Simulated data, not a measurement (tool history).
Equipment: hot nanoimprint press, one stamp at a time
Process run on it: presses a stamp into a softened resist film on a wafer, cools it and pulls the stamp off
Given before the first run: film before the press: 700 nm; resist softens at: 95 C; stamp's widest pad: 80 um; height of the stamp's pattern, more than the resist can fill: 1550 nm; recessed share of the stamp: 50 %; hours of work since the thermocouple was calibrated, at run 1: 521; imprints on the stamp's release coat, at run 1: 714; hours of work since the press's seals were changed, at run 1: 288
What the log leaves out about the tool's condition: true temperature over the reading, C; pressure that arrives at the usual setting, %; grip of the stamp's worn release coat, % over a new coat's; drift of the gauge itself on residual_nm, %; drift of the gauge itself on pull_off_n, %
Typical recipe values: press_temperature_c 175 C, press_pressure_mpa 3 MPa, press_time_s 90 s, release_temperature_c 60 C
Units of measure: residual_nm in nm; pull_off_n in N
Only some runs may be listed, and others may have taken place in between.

run	day	press_temperature_c	press_pressure_mpa	press_time_s	release_temperature_c	hours of work since the thermocouple was calibrated	imprints on the stamp's release coat	hours of work since the press's seals were changed	residual_nm	pull_off_n
1	0	175	3	90	60	521	714	288	363.2	281
2	1.529	175	3	90	60	550	834	317	366.7	295
# day 2.312: plate thermocouple calibrated
# day 3.479: stamp cleaned and given a new release coat
3	3.5	175	2.23	90	60	18	2	348	383.9	218
4	5.788	175	1.88	90	60	62	182	392	411.5	229
5	8.362	175	1.88	90	61	111	385	441	416.5	250
6	11	175	1.88	90	61	162	593	492	417.6	275
7	12.85	175	1.88	90	61	197	739	527	422.2	277
# day 15.933: stamp cleaned and given a new release coat
8	16.042	184	3	90	60	254	8	584	275.1	226
9	17.808	184	3	90	60	288	147	617	278	238
10	20.067	184	3	90	60	331	325	661	280.8	252
11	21.979	184	3	90	60	368	476	697	281.4	269
# day 22.508: press's hydraulic seals changed and the load cell set to zero
12	23.954	175	3	90	62	399	605	28	355.1	268
13	25.646	175	3	90	62	431	738	60	359.2	277
# day 28.75: stamp cleaned and given a new release coat
14	28.75	175	3	90	62	486	0	115	363.7	219
15	30.817	175	3	98	62	526	163	154	354.6	233
16	32.221	175	3	98	62	553	274	181	355.3	233
# day 32.775: plate thermocouple calibrated
17	34.821	176	3.38	48	46	39	469	229	400.1	309
18	36.275	176	3.38	48	46	67	583	257	397.1	323
19	38.612	170	2.53	57	63	112	767	302	483.2	275
# day 41.279: stamp cleaned and given a new release coat
20	41.679	170	2.53	57	63	166	31	356	488.4	217
21	44.321	175	3	68	65	217	239	406	390.4	233
22	46.612	175	3	68	65	261	420	450	393.5	251
23	48.746	175	3	68	65	301	588	491	386.3	269
24	51.038	175	2.89	68	49	345	768	535	399.4	337
25	52.317	175	2.89	68	49	370	869	559	401.1	346
# day 53.788: stamp cleaned and given a new release coat
26	53.896	175	2.89	68	49	395	9	585	403.4	266

Run 27, settings as shown, results not yet in. Your forecast:
27	56.412	175	2.89	68	49	444	207	633	?	?

residual_nm: 409 nm
pull_off_n: 270 N
Take away the tool's hidden state, keep the run-to-run variation as it was, and the same run would have given residual_nm 378.6 nm, pull_off_n 244 N.
